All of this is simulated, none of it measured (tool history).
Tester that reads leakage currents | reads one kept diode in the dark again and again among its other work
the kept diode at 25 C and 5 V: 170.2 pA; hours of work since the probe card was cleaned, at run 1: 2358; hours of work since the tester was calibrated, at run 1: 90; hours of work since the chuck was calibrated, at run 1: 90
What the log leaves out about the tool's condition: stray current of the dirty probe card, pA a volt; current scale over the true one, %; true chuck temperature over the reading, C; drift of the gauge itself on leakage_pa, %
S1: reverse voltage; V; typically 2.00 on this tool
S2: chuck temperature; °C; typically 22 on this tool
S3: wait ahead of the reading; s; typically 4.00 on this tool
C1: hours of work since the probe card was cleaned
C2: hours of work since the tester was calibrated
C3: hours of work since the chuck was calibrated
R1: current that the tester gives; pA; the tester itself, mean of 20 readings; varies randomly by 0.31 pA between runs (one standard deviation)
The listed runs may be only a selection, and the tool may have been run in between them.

run	hour	S1	S2	S3	C1	C2	C3	R1
1	0.0	2.00	22	4.00	2358	90	90	102.85
2	68.0	2.00	22	4.00	2397	129	129	103.75
3	144.4	1.02	22	4.00	2440	173	173	83.23
4	218.6	2.00	22	4.00	2483	215	215	103.97
5	289.1	2.00	22	1.76	2523	256	256	104.55
6	330.8	4.69	22	4.00	2547	279	279	139.46
7	379.4	4.69	22	4.00	2575	307	307	140.17
8	448.8	4.69	22	4.00	2614	347	347	140.38
9	508.7	3.44	22	4.00	2648	381	381	126.83
10	563.6	3.44	22	4.00	2680	412	412	126.60
# hour 610.3: probe card cleaned and baked
11	641.7	2.00	22	1.58	18	455	455	101.97
12	694.4	2.00	22	1.58	48	485	485	102.47
13	727.4	2.00	22	1.58	67	504	504	103.19
14	766.5	3.22	22	1.58	89	527	527	120.23
15	807.8	8.00	22	4.00	113	550	550	159.79
16	866.4	8.00	22	4.00	146	584	584	159.35
17	931.1	2.00	22	4.00	183	621	621	103.16
18	997.0	2.00	22	4.00	221	658	658	103.32
19	1062.8	2.00	22	4.00	259	696	696	103.59
20	1138.1	5.23	22	4.00	302	739	739	140.46
21	1212.4	5.23	22	4.00	344	782	782	141.68
22	1269.1	16.86	28	6.36	377	814	814	325.83
23	1315.2	4.55	32	1.57	403	840	840	288.60
24	1381.4	16.51	37	1.44	441	878	878	630.61
25	1456.9	16.51	35	4.02	484	921	921	547.75
26	1527.3	16.51	35	4.02	524	962	962	547.98
27	1586.4	14.41	22	7.28	558	995	995	199.32
28	1631.7	14.41	22	7.28	584	1021	1021	200.09
29	1708.3	14.41	22	7.28	628	1065	1065	201.22
30	1776.2	3.35	20	0.46	666	1104	1104	109.15
31	1841.0	19.24	46	1.44	703	1141	1141	1246.53
32	1902.9	19.24	46	1.44	739	1176	1176	1255.59
33	1978.6	19.24	46	1.44	782	1220	1220	1260.40
34	2040.7	19.24	41	1.44	818	1255	1255	892.71
35	2075.3	19.24	41	1.44	837	1275	1275	901.42
36	2149.6	19.24	41	1.44	880	1317	1317	900.35
37	2206.6	19.24	41	1.44	912	1350	1350	903.09
38	2259.9	8.11	41	1.44	943	1380	1380	684.74
39	2305.6	8.11	41	1.44	969	1406	1406	690.62
40	2376.0	12.08	41	2.18	1009	1447	1447	779.25
41	2415.6	11.89	60	0.69	1032	1469	1469	2710.56

Predict each of these 3 candidate next runs independently; none follows another, all start after run 41:
A	2488.7	17.57	55	0.69	1074	1511	1511	?
B	2488.7	1.41	60	3.72	1074	1511	1511	?
C	2488.7	1.00	51	6.48	1074	1511	1511	?

run	R1
A	2238.28
B	1386.74
C	708.70
Without the tool's hidden state the same runs would have given:
run	R1
A	2116.18
B	1318.46
C	672.01

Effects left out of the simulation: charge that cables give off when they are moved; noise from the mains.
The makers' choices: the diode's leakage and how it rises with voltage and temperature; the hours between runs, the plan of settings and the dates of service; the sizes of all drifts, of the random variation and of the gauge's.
